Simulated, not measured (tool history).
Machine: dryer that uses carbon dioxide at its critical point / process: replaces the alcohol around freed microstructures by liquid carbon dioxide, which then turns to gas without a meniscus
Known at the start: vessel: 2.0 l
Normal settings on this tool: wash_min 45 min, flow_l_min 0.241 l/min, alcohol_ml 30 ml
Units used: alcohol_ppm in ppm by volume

| run | day | wash_min | flow_l_min | alcohol_ml | alcohol_ppm |
|---|---|---|---|---|---|
| 1 | 0 | 45 | 0.241 | 30 | 435 |
|  | 0.271 | inlet filter changed |
| 2 | 1.412 | 45 | 0.241 | 30 | 347 |
| 3 | 3.133 | 45 | 0.241 | 30 | 368 |
| 4 | 4.208 | 45 | 0.241 | 30 | 362 |
| 5 | 5.975 | 45 | 0.409 | 30 | 153 |
| 6 | 8.446 | 45 | 0.409 | 30 | 156 |
| 7 | 10 | 45 | 0.241 | 30 | 381 |
| 8 | 12.046 | 45 | 0.241 | 30 | 402 |
| 9 | 14.096 | 45 | 0.241 | 30 | 396 |
| 10 | 16.346 | 45 | 0.241 | 30 | 402 |
| 11 | 17.838 | 45 | 0.241 | 30 | 422 |
| 12 | 19.679 | 45 | 0.241 | 30 | 429 |
| 13 | 20.921 | 45 | 0.368 | 30 | 197 |
| 14 | 22.588 | 45 | 0.241 | 84 | 935 |
| 15 | 24.396 | 45 | 0.241 | 84 | 979 |
| 16 | 26.342 | 38 | 0.241 | 84 | 1674 |
| 17 | 27.975 | 38 | 0.241 | 84 | 1718 |
| 18 | 30.379 | 38 | 0.241 | 84 | 1725 |
| 19 | 32.092 | 38 | 0.241 | 84 | 1783 |
|  | 33.404 | inlet filter changed |
| 20 | 34.371 | 33 | 0.241 | 30 | 883 |
| 21 | 35.483 | 45 | 0.241 | 30 | 421 |
| 22 | 36.833 | 45 | 0.322 | 30 | 245 |
| 23 | 38.958 | 45 | 0.322 | 30 | 250 |
| 24 | 40.212 | 45 | 0.322 | 30 | 237 |
| 25 | 42.262 | 45 | 0.322 | 30 | 253 |
| 26 | 43.971 | 28 | 0.16 | 29 | 2877 |
| 27 | 45.229 | 31 | 0.31 | 59 | 1013 |
| 28 | 46.458 | 45 | 0.241 | 27 | 426 |
| 29 | 48.842 | 44 | 0.342 | 63 | 325 |
| 30 | 51.033 | 44 | 0.342 | 63 | 336 |
| 31 | 52.962 | 44 | 0.342 | 63 | 350 |
| 32 | 54.258 | 65 | 0.241 | 20 | 245 |
| 33 | 56.758 | 41 | 0.241 | 62 | 1061 |
| 34 | 58.546 | 41 | 0.241 | 62 | 1091 |
| 35 | 60.496 | 38 | 0.173 | 103 | 4842 |
| 36 | 62.262 | 34 | 0.241 | 29 | 1009 |
| 37 | 63.375 | 27 | 0.152 | 106 | 12162 |
| 38 | 64.933 | 27 | 0.152 | 106 | 12314 |
|  | 66.567 | inlet filter changed |
| 39 | 67.142 | 38 | 0.241 | 30 | 648 |
| 40 | 68.317 | 38 | 0.241 | 30 | 672 |
| 41 | 70.171 | 52 | 0.2 | 30 | 508 |
| 42 | 72.404 | 52 | 0.2 | 97 | 1169 |
| 43 | 74.112 | 52 | 0.2 | 97 | 1161 |
| 44 | 75.567 | 38 | 0.241 | 85 | 1567 |
| 45 | 76.917 | 38 | 0.254 | 64 | 1092 |
| 46 | 78.625 | 61 | 0.32 | 53 | 261 |
| 47 | 81.15 | 28 | 0.214 | 53 | 3047 |

Each row is a separate what-if for the run after 47, all from the same tool condition, not one after another. Results?
| A | 83.412 | 71 | 0.146 | 53 | ? |
| B | 83.412 | 54 | 0.199 | 30 | ? |
| C | 83.412 | 27 | 0.32 | 21 | ? |

| run | alcohol_ppm |
|---|---|
| A | 801 |
| B | 527 |
| C | 693 |
Stripped of hidden state, with their random variation kept, the same runs would have yielded:
| run | alcohol_ppm |
|---|---|
| A | 459 |
| B | 229 |
| C | 377 |

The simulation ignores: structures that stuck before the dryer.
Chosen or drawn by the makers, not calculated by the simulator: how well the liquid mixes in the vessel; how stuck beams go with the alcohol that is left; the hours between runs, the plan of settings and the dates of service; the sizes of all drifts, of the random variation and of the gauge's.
